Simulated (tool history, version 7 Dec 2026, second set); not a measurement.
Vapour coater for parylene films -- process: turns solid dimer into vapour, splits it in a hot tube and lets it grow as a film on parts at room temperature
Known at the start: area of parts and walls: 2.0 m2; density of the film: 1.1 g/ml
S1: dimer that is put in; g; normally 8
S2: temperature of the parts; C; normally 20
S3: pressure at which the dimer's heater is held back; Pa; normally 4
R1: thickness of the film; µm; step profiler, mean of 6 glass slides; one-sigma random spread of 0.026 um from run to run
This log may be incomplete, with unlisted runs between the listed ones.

{"run": 1, "hour": 0.0, "S1": 8, "S2": 20, "S3": 4, "R1": 2.09}
{"run": 2, "hour": 10.0, "S1": 11, "S2": 20, "S3": 4, "R1": 2.88}
{"run": 3, "hour": 17.4, "S1": 11, "S2": 20, "S3": 4, "R1": 2.93}
{"run": 4, "hour": 26.7, "S1": 11, "S2": 20, "S3": 4, "R1": 2.91}
{"run": 5, "hour": 39.2, "S1": 8, "S2": 31, "S3": 4, "R1": 1.32}
{"run": 6, "hour": 52.7, "S1": 8, "S2": 22, "S3": 4, "R1": 1.95}
{"run": 7, "hour": 66.3, "S1": 12, "S2": 20, "S3": 4, "R1": 3.18}
{"run": 8, "hour": 80.8, "S1": 4, "S2": 20, "S3": 4, "R1": 1.03}
{"run": 9, "hour": 95.1, "S1": 8, "S2": 17, "S3": 4, "R1": 2.36}
{"run": 10, "hour": 105.3, "S1": 8, "S2": 17, "S3": 4, "R1": 2.34}
{"run": 11, "hour": 114.0, "S1": 8, "S2": 25, "S3": 4, "R1": 1.69}
{"run": 12, "hour": 124.3, "S1": 8, "S2": 25, "S3": 4, "R1": 1.72}
{"run": 13, "hour": 134.2, "S1": 9, "S2": 20, "S3": 4, "R1": 2.31}
{"run": 14, "hour": 144.7, "S1": 9, "S2": 20, "S3": 4, "R1": 2.36}
{"run": 15, "hour": 159.4, "S1": 8, "S2": 13, "S3": 4.68, "R1": 2.68}
{"run": 16, "hour": 172.3, "S1": 11, "S2": 13, "S3": 10.98, "R1": 3.39}
{"run": 17, "hour": 186.7, "S1": 7, "S2": 28, "S3": 10.87, "R1": 1.21}
{"run": 18, "hour": 198.9, "S1": 14, "S2": 18, "S3": 10.87, "R1": 3.53}
{"run": 19, "hour": 214.8, "S1": 5, "S2": 20, "S3": 8.85, "R1": 1.22}
{"run": 20, "hour": 227.0, "S1": 5, "S2": 18, "S3": 6.56, "R1": 1.38}
{"run": 21, "hour": 244.9, "S1": 8, "S2": 20, "S3": 2.26, "R1": 2.2}
{"run": 22, "hour": 260.5, "S1": 8, "S2": 20, "S3": 2.26, "R1": 2.24}
{"run": 23, "hour": 271.2, "S1": 11, "S2": 20, "S3": 2.18, "R1": 3.08}
{"run": 24, "hour": 284.2, "S1": 6, "S2": 20, "S3": 8.21, "R1": 1.44}

The log once held 1 entry between its listed runs, left out of this copy. Where does each go, and what is different about the tool's unlogged condition between the listed run before it and the listed run after it?
After run 21, before run 22: trap's valve overhauled (hour 250)
  vapour lost through the trap's worn valve, %: 0.5 -> 0

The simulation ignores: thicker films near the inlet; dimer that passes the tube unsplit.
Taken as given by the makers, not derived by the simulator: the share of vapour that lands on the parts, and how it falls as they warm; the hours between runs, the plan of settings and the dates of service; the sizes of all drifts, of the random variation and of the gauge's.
